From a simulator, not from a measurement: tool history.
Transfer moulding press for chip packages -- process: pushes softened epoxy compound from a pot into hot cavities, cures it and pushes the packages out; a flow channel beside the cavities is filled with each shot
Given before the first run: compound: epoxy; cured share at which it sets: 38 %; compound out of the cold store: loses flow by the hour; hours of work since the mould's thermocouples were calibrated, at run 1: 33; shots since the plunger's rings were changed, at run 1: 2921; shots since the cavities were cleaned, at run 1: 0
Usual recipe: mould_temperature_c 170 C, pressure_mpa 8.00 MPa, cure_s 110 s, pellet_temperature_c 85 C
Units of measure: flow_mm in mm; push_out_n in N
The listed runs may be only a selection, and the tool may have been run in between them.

| run | day | mould_temperature_c | pressure_mpa | cure_s | pellet_temperature_c | hours of work since the mould's thermocouples were calibrated | shots since the plunger's rings were changed | shots since the cavities were cleaned | incoming compound's hours out of the cold store | flow_mm | push_out_n |
|---|---|---|---|---|---|---|---|---|---|---|---|
| 1 | 0.000 | 170 | 8.00 | 110 | 85 | 33 | 2921 | 0 | 30.3 | 559 | 478 |
|  | 0.721 | plunger's sealing rings changed |
|  | 1.688 | cavities cleaned with cleaning compound and waxed |
| 2 | 2.692 | 170 | 8.00 | 110 | 85 | 73 | 549 | 289 | 11.6 | 603 | 653 |
|  | 3.333 | cavities cleaned with cleaning compound and waxed |
|  | 5.046 | cavities cleaned with cleaning compound and waxed |
| 3 | 5.125 | 170 | 8.00 | 110 | 85 | 110 | 1212 | 23 | 38.3 | 559 | 499 |
|  | 6.708 | cavities cleaned with cleaning compound and waxed |
| 4 | 8.029 | 170 | 7.08 | 110 | 85 | 156 | 2029 | 380 | 44.8 | 516 | 644 |
|  | 8.267 | cavities cleaned with cleaning compound and waxed |
|  | 9.858 | cavities cleaned with cleaning compound and waxed |
| 5 | 10.342 | 170 | 7.08 | 110 | 85 | 191 | 2657 | 138 | 44.9 | 509 | 570 |
|  | 11.396 | cavities cleaned with cleaning compound and waxed |
|  | 11.921 | plunger's sealing rings changed |
| 6 | 12.250 | 170 | 7.08 | 110 | 85 | 219 | 95 | 215 | 36.4 | 539 | 584 |
|  | 12.996 | cavities cleaned with cleaning compound and waxed |
|  | 14.567 | cavities cleaned with cleaning compound and waxed |
| 7 | 14.854 | 170 | 7.47 | 110 | 85 | 259 | 808 | 83 | 46.3 | 539 | 506 |
|  | 16.188 | cavities cleaned with cleaning compound and waxed |
|  | 17.783 | cavities cleaned with cleaning compound and waxed |
| 8 | 17.888 | 170 | 8.00 | 110 | 86 | 305 | 1643 | 29 | 45.7 | 550 | 448 |
|  | 19.300 | mould's thermocouples calibrated |
|  | 19.362 | cavities cleaned with cleaning compound and waxed |
| 9 | 19.492 | 170 | 8.00 | 110 | 85 | 2 | 2063 | 38 | 20.5 | 580 | 502 |
|  | 20.946 | cavities cleaned with cleaning compound and waxed |
| 10 | 21.029 | 170 | 8.00 | 110 | 85 | 26 | 2486 | 23 | 13.3 | 584 | 512 |
|  | 22.525 | cavities cleaned with cleaning compound and waxed |
|  | 23.250 | plunger's sealing rings changed |
| 11 | 24.008 | 170 | 8.00 | 110 | 85 | 71 | 217 | 396 | 25.0 | 591 | 692 |
|  | 24.308 | cavities cleaned with cleaning compound and waxed |
|  | 25.783 | cavities cleaned with cleaning compound and waxed |
| 12 | 27.088 | 170 | 8.00 | 110 | 85 | 118 | 1066 | 374 | 31.7 | 568 | 633 |
|  | 27.317 | cavities cleaned with cleaning compound and waxed |
|  | 28.975 | cavities cleaned with cleaning compound and waxed |
| 13 | 29.388 | 170 | 8.00 | 110 | 85 | 153 | 1691 | 119 | 22.5 | 580 | 533 |
|  | 30.458 | cavities cleaned with cleaning compound and waxed |
|  | 31.954 | cavities cleaned with cleaning compound and waxed |
| 14 | 31.954 | 170 | 8.00 | 110 | 85 | 192 | 2393 | 0 | 14.1 | 584 | 465 |
|  | 33.442 | cavities cleaned with cleaning compound and waxed |
| 15 | 34.179 | 170 | 8.00 | 110 | 85 | 227 | 3014 | 212 | 43.8 | 537 | 613 |
|  | 34.462 | plunger's sealing rings changed |
|  | 35.042 | cavities cleaned with cleaning compound and waxed |
| 16 | 36.396 | 177 | 6.92 | 147 | 88 | 260 | 537 | 389 | 9.1 | 544 | 545 |
|  | 36.712 | cavities cleaned with cleaning compound and waxed |
|  | 38.262 | cavities cleaned with cleaning compound and waxed |
| 17 | 38.317 | 177 | 6.92 | 147 | 88 | 289 | 1053 | 16 | 27.3 | 521 | 386 |
|  | 39.838 | cavities cleaned with cleaning compound and waxed |
|  | 40.604 | mould's thermocouples calibrated |
| 18 | 41.096 | 177 | 7.91 | 147 | 88 | 8 | 1810 | 338 | 23.7 | 554 | 545 |
|  | 41.546 | cavities cleaned with cleaning compound and waxed |
| 19 | 42.767 | 175 | 6.95 | 91 | 92 | 34 | 2272 | 351 | 21.2 | 526 | 704 |
|  | 43.292 | cavities cleaned with cleaning compound and waxed |
|  | 44.808 | cavities cleaned with cleaning compound and waxed |
| 20 | 44.808 | 170 | 9.19 | 110 | 85 | 64 | 2823 | 0 | 30.7 | 599 | 484 |
|  | 45.817 | plunger's sealing rings changed |
|  | 46.400 | cavities cleaned with cleaning compound and waxed |
| 21 | 47.179 | 166 | 6.55 | 117 | 82 | 100 | 375 | 225 | 31.9 | 537 | 679 |
|  | 47.988 | cavities cleaned with cleaning compound and waxed |
| 22 | 49.312 | 162 | 7.51 | 117 | 82 | 133 | 969 | 381 | 22.1 | 588 | 991 |
|  | 49.642 | cavities cleaned with cleaning compound and waxed |
|  | 51.158 | cavities cleaned with cleaning compound and waxed |
| 23 | 51.158 | 162 | 7.51 | 117 | 82 | 161 | 1463 | 0 | 36.4 | 567 | 692 |
|  | 52.662 | cavities cleaned with cleaning compound and waxed |
|  | 54.275 | cavities cleaned with cleaning compound and waxed |
| 24 | 54.275 | 170 | 9.69 | 110 | 85 | 209 | 2323 | 0 | 22.1 | 628 | 467 |

3 options for the next run, each taken on its own from the tool as it stands now. Forecast them:
|  | 55.862 | cavities cleaned with cleaning compound and waxed |
| A | 56.675 | 177 | 9.69 | 110 | 76 | 246 | 2995 | 234 | 48.0 | ? | ? |
|  | 55.862 | cavities cleaned with cleaning compound and waxed |
| B | 56.675 | 172 | 7.28 | 110 | 86 | 246 | 2995 | 234 | 45.6 | ? | ? |
|  | 55.862 | cavities cleaned with cleaning compound and waxed |
| C | 56.675 | 170 | 8.00 | 96 | 85 | 246 | 2995 | 234 | 30.5 | ? | ? |

| run | flow_mm | push_out_n |
|---|---|---|
| A | 570 | 514 |
| B | 508 | 532 |
| C | 551 | 751 |
Without the tool's unlogged condition, the same runs would have read:
| run | flow_mm | push_out_n |
|---|---|---|
| A | 603 | 399 |
| B | 537 | 409 |
| C | 582 | 579 |

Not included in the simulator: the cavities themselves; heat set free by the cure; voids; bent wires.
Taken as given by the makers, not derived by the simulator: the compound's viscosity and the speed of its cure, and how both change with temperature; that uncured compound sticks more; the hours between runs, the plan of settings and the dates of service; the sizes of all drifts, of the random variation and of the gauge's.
